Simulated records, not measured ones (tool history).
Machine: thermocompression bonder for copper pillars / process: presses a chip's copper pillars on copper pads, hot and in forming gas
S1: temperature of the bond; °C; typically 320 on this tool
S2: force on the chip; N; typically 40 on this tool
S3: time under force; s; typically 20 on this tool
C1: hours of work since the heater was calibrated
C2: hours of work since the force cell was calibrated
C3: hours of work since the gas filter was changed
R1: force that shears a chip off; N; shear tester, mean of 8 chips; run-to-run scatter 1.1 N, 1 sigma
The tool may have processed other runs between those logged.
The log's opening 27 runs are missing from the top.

| run | hour | S1 | S2 | S3 | C1 | C2 | C3 | R1 |
|---|---|---|---|---|---|---|---|---|
| 28 | 874.3 | 338 | 35 | 16 | 140 | 42 | 62 | 96.8 |
| 29 | 908.1 | 320 | 31 | 20 | 161 | 63 | 83 | 79.3 |
| 30 | 953.4 | 304 | 60 | 20 | 188 | 90 | 111 | 88.5 |
| 31 | 996.3 | 304 | 60 | 20 | 215 | 117 | 137 | 89 |
|  | 1025.6 | forming gas filter changed |
| 32 | 1042.3 | 330 | 29 | 20 | 242 | 145 | 10 | 86.2 |
|  | 1066.9 | force cell calibrated, once more |
| 33 | 1066.9 | 330 | 43 | 31 | 257 | 0 | 24 | 115.3 |
| 34 | 1099 | 320 | 45 | 37 | 276 | 20 | 44 | 110.2 |
| 35 | 1144.1 | 316 | 41 | 11 | 304 | 47 | 72 | 70.3 |
| 36 | 1182.9 | 331 | 25 | 25 | 328 | 71 | 95 | 85.1 |
| 37 | 1220.3 | 331 | 25 | 25 | 351 | 94 | 118 | 83.7 |
| 38 | 1249.1 | 331 | 25 | 25 | 368 | 112 | 136 | 82.6 |
|  | 1280.1 | forming gas filter changed |
| 39 | 1293.3 | 331 | 25 | 25 | 395 | 138 | 8 | 85.7 |

Here are 3 independent what-if runs from the current tool condition. What would each one return?
| A | 1326.3 | 335 | 25 | 17 | 415 | 158 | 28 | ? |
| B | 1326.3 | 320 | 25 | 20 | 415 | 158 | 28 | ? |
| C | 1326.3 | 296 | 25 | 23 | 415 | 158 | 28 | ? |

| run | R1 |
|---|---|
| A | 78.6 |
| B | 67.2 |
| C | 50.1 |
Take away the tool's hidden state, keep each run's random variation, and the runs would have read:
| run | R1 |
|---|---|
| A | 87.1 |
| B | 75.4 |
| C | 57.6 |
